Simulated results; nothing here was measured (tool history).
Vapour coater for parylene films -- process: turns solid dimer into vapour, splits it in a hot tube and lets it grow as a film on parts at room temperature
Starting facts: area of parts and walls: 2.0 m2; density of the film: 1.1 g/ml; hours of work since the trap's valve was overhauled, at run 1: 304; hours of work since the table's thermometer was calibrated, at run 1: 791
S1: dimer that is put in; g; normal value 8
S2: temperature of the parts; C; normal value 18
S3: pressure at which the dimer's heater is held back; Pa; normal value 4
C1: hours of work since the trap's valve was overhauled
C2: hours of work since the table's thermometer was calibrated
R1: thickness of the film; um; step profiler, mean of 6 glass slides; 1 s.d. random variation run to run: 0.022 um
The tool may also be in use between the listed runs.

Run 1, hour 0: usual settings; C1 304; C2 791. Result: R1 2.08 um.
Run 2, hour 54.1: usual settings; C1 335; C2 822. Result: R1 2 um.
Run 3, hour 86.6: usual settings; C1 354; C2 841. Result: R1 2.01 um.
At hour 125.3: trap's valve overhauled.
Run 4, hour 129.9: usual settings but S3 10.76 Pa; C1 3; C2 863. Result: R1 2.09 um.
Run 5, hour 170.6: usual settings but S3 10.76 Pa; C1 26; C2 886. Result: R1 2.1 um.
Run 6, hour 233.5: usual settings; C1 62; C2 922. Result: R1 2.27 um.
Run 7, hour 303: usual settings; C1 102; C2 962. Result: R1 2.19 um.
Run 8, hour 362.9: usual settings; C1 136; C2 996. Result: R1 2.19 um.
Run 9, hour 397.6: usual settings but S1 5 g; C1 156; C2 1016. Result: R1 1.36 um.
At hour 446.1: table's thermometer calibrated.
Run 10, hour 459.8: usual settings; C1 191; C2 8. Result: R1 2.24 um.
Run 11, hour 519.6: usual settings; C1 225; C2 42. Result: R1 2.22 um.
Run 12, hour 582.8: usual settings but S3 11.04 Pa; C1 261; C2 78. Result: R1 1.96 um.
Run 13, hour 632.1: usual settings but S2 15 C; C1 289; C2 106. Result: R1 2.42 um.
Run 14, hour 677.9: usual settings; C1 316; C2 133. Result: R1 2.14 um.
Run 15, hour 725.5: usual settings but S2 25 C; C1 343; C2 160. Result: R1 1.63 um.
At hour 783.5: trap's valve overhauled.
Run 16, hour 783.5: usual settings but S2 25 C; C1 0; C2 191. Result: R1 1.87 um.
Run 17, hour 826.5: usual settings; C1 25; C2 215. Result: R1 2.37 um.
Run 18, hour 878.8: usual settings but S1 6 g; C1 54; C2 245. Result: R1 1.75 um.
Run 19, hour 918.3: usual settings; C1 77; C2 268. Result: R1 2.32 um.
Run 20, hour 963.7: usual settings but S1 5 g; C1 103; C2 294. Result: R1 1.47 um.
Run 21, hour 994.5: usual settings but S1 5 g; C1 121; C2 311. Result: R1 1.44 um.
Run 22, hour 1062.6: usual settings but S1 5 g; C1 160; C2 350. Result: R1 1.4 um.
Run 23, hour 1125.8: usual settings but S1 5 g; C1 196; C2 387. Result: R1 1.38 um.
Run 24, hour 1163: usual settings but S1 5 g; C1 217; C2 408. Result: R1 1.35 um.
Run 25, hour 1225.8: usual settings but S1 5 g; C1 253; C2 444. Result: R1 1.36 um.
Run 26, hour 1286: usual settings but S1 13 g, S3 5.49 Pa; C1 287; C2 478. Result: R1 3.38 um.
Run 27, hour 1314.6: usual settings but S1 5 g, S2 17 C, S3 7.23 Pa; C1 304; C2 495. Result: R1 1.3 um.
Run 28, hour 1382: usual settings but S1 5 g, S2 16 C; C1 342; C2 533. Result: R1 1.44 um.
At hour 1442.3: trap's valve overhauled.
Run 29, hour 1456.1: usual settings but S1 11 g, S2 23 C, S3 9.2 Pa; C1 8; C2 573. Result: R1 2.49 um.
Run 30, hour 1491.2: usual settings but S1 9 g, S3 2.6 Pa; C1 28; C2 593. Result: R1 2.78 um.
Run 31, hour 1544.4: usual settings but S1 9 g, S3 2.6 Pa; C1 58; C2 624. Result: R1 2.72 um.
Run 32, hour 1607.5: usual settings but S1 11 g, S2 28 C; C1 94; C2 660. Result: R1 2.19 um.
Run 33, hour 1642.8: usual settings but S1 6 g; C1 115; C2 680. Result: R1 1.71 um.
Run 34, hour 1672.2: usual settings but S1 9 g, S2 20 C, S3 11.66 Pa; C1 131; C2 697. Result: R1 2.14 um.
Run 35, hour 1703.2: usual settings but S1 9 g, S2 20 C, S3 11.66 Pa; C1 149; C2 715. Result: R1 2.06 um.
Run 36, hour 1750.2: usual settings but S1 9 g, S2 20 C, S3 11.66 Pa; C1 176; C2 741. Result: R1 2.05 um.
Run 37, hour 1791.2: usual settings but S1 10 g, S3 10.37 Pa; C1 200; C2 765. Result: R1 2.45 um.
Run 38, hour 1828.7: usual settings but S1 12 g, S2 20 C, S3 7.06 Pa; C1 221; C2 786. Result: R1 2.82 um.
Run 39, hour 1859.4: usual settings but S1 4 g, S3 3.51 Pa; C1 239; C2 804. Result: R1 1.06 um.
Run 40, hour 1924.3: usual settings but S2 15 C, S3 6.69 Pa; C1 276; C2 841. Result: R1 2.23 um.

Forecast run 41:
Run 41, hour 1982: usual settings but S2 15 C, S3 6.69 Pa; C1 309; C2 874. Result: R1 ?.

{"run 41": {"R1": 2.2}}
Without the tool's hidden state the same run would have given R1 2.6 um.
